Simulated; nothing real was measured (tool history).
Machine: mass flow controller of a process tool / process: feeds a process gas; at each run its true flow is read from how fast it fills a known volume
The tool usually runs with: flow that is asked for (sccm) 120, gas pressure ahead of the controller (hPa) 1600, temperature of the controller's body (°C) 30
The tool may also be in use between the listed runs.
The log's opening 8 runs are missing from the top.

run      day  flow that is asked for (sccm)  gas pressure ahead of the controller (hPa)  temperature of the controller's body (°C)  true flow (%)
      90.554  -- controller exchanged for a calibrated one
  9   93.608                             47                                        1600                                         30          99.65
 10   106.35                            120                                        1600                                         30          99.85
 11  118.962                            120                                        1600                                         30          99.93
 12  128.921                            120                                        1600                                         30         100.19
 13  137.104                            120                                        1600                                         30         100.14
 14  150.712                            120                                        1600                                         30          100.3
 15  165.067                            120                                        1600                                         30          100.4
 16  177.733                            120                                        1600                                         30         100.33
 17  189.442                             94                                        2080                                         33          99.87
 18  200.167                             94                                        2080                                         33         100.04
 19  212.388                             94                                        2080                                         33         100.09
     213.329  -- controller's zero set anew
 20   222.25                            103                                        2330                                         21         100.94
 21  229.492                            120                                        1530                                         21         101.45
 22  236.267                             99                                        1600                                         30         101.03
 23  242.571                             99                                        1950                                         30          100.8
 24  248.862                            114                                        1620                                         33         100.71
 25  260.217                            114                                        1620                                         33         100.87
 26  269.496                             65                                        1600                                         22         101.97
     280.125  -- controller's zero set anew, once more
 27  282.088                             65                                        1600                                         22         101.05
 28  296.675                             85                                        2770                                         39          99.33
 29  310.967                             72                                        1960                                         35         100.32
 30  320.462                             52                                        1630                                         23         101.14
 31  334.558                             52                                        1630                                         23         101.35
 32  343.442                             52                                        2450                                         20         101.23

Here are 4 independent what-if runs from the current tool condition. What would each one return?
  A  356.696                             31                                        1600                                         30              ?
  B  356.696                             28                                        1600                                         30              ?
  C  356.696                            120                                        2300                                         28              ?
  D  356.696                            136                                        2450                                         20              ?

run  true flow (%)
  A         101.28
  B         101.27
  C         100.87
  D         101.42
What these runs would have given with no unlogged condition in the tool:
run  true flow (%)
  A          99.47
  B          99.39
  C           99.5
  D         100.07
